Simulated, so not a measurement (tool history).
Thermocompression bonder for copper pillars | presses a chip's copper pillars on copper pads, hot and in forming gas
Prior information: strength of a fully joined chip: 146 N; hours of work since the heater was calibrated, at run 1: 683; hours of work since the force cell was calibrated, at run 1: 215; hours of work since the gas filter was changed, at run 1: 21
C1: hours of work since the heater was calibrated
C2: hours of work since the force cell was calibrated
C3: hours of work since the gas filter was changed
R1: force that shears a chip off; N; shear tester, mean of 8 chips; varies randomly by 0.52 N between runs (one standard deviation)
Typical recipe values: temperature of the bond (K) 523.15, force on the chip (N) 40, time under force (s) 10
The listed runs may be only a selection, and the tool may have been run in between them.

run 1 hour=0 | temperature_of_the_bond_(K)=523.15 force_on_the_chip_(N)=40 time_under_force_(s)=10 | C1=683 C2=215 C3=21 | R1=97.9
run 2 hour=13.6 | temperature_of_the_bond_(K)=523.15 force_on_the_chip_(N)=40 time_under_force_(s)=5 | C1=694 C2=226 C3=31 | R1=79.1
run 3 hour=32.7 | temperature_of_the_bond_(K)=532.15 force_on_the_chip_(N)=40 time_under_force_(s)=5 | C1=708 C2=240 C3=46 | R1=86.7
-- hour=42.1 heater calibrated with a thermocouple chip
run 4 hour=60.8 | temperature_of_the_bond_(K)=532.15 force_on_the_chip_(N)=40 time_under_force_(s)=5 | C1=14 C2=260 C3=66 | R1=87
run 5 hour=85.6 | temperature_of_the_bond_(K)=532.15 force_on_the_chip_(N)=51 time_under_force_(s)=5 | C1=33 C2=279 C3=85 | R1=97
run 6 hour=116.6 | temperature_of_the_bond_(K)=523.15 force_on_the_chip_(N)=40 time_under_force_(s)=10 | C1=57 C2=303 C3=109 | R1=97.6
run 7 hour=134.1 | temperature_of_the_bond_(K)=523.15 force_on_the_chip_(N)=40 time_under_force_(s)=10 | C1=70 C2=316 C3=122 | R1=97.6
run 8 hour=150.9 | temperature_of_the_bond_(K)=523.15 force_on_the_chip_(N)=40 time_under_force_(s)=10 | C1=83 C2=329 C3=135 | R1=96.3
run 9 hour=182.5 | temperature_of_the_bond_(K)=523.15 force_on_the_chip_(N)=40 time_under_force_(s)=10 | C1=108 C2=354 C3=159 | R1=95.4
run 10 hour=205.3 | temperature_of_the_bond_(K)=523.15 force_on_the_chip_(N)=40 time_under_force_(s)=10 | C1=125 C2=371 C3=177 | R1=95.9
-- hour=210.2 heater calibrated with a thermocouple chip, once more
run 11 hour=223.3 | temperature_of_the_bond_(K)=523.15 force_on_the_chip_(N)=55 time_under_force_(s)=10 | C1=10 C2=383 C3=189 | R1=100.2
run 12 hour=256 | temperature_of_the_bond_(K)=517.15 force_on_the_chip_(N)=58 time_under_force_(s)=8 | C1=35 C2=408 C3=214 | R1=91.3
run 13 hour=286.2 | temperature_of_the_bond_(K)=522.15 force_on_the_chip_(N)=26 time_under_force_(s)=15 | C1=58 C2=432 C3=237 | R1=79.7
run 14 hour=310.6 | temperature_of_the_bond_(K)=546.15 force_on_the_chip_(N)=32 time_under_force_(s)=6 | C1=77 C2=450 C3=256 | R1=84.1
run 15 hour=324.7 | temperature_of_the_bond_(K)=537.15 force_on_the_chip_(N)=25 time_under_force_(s)=8 | C1=88 C2=461 C3=267 | R1=73.5
run 16 hour=347 | temperature_of_the_bond_(K)=537.15 force_on_the_chip_(N)=25 time_under_force_(s)=8 | C1=105 C2=478 C3=284 | R1=72.9
-- hour=363.8 forming gas filter changed
run 17 hour=370.1 | temperature_of_the_bond_(K)=523.15 force_on_the_chip_(N)=28 time_under_force_(s)=10 | C1=122 C2=495 C3=5 | R1=78.8
run 18 hour=389.6 | temperature_of_the_bond_(K)=493.15 force_on_the_chip_(N)=44 time_under_force_(s)=23 | C1=137 C2=510 C3=20 | R1=90.9
run 19 hour=406.6 | temperature_of_the_bond_(K)=502.15 force_on_the_chip_(N)=40 time_under_force_(s)=10 | C1=150 C2=523 C3=33 | R1=74.2
run 20 hour=426.7 | temperature_of_the_bond_(K)=502.15 force_on_the_chip_(N)=40 time_under_force_(s)=10 | C1=165 C2=539 C3=48 | R1=73.4
run 21 hour=447.6 | temperature_of_the_bond_(K)=528.15 force_on_the_chip_(N)=43 time_under_force_(s)=25 | C1=182 C2=555 C3=64 | R1=120.8

What will run 22 give?
run 22 hour=480.3 | temperature_of_the_bond_(K)=521.15 force_on_the_chip_(N)=44 time_under_force_(s)=10 | C1=207 C2=580 C3=89 | R1=?

Run 22 gave R1 94 N.
Were there no unlogged condition in the tool, this run, its random variation unchanged, would have produced R1 95.9 N.
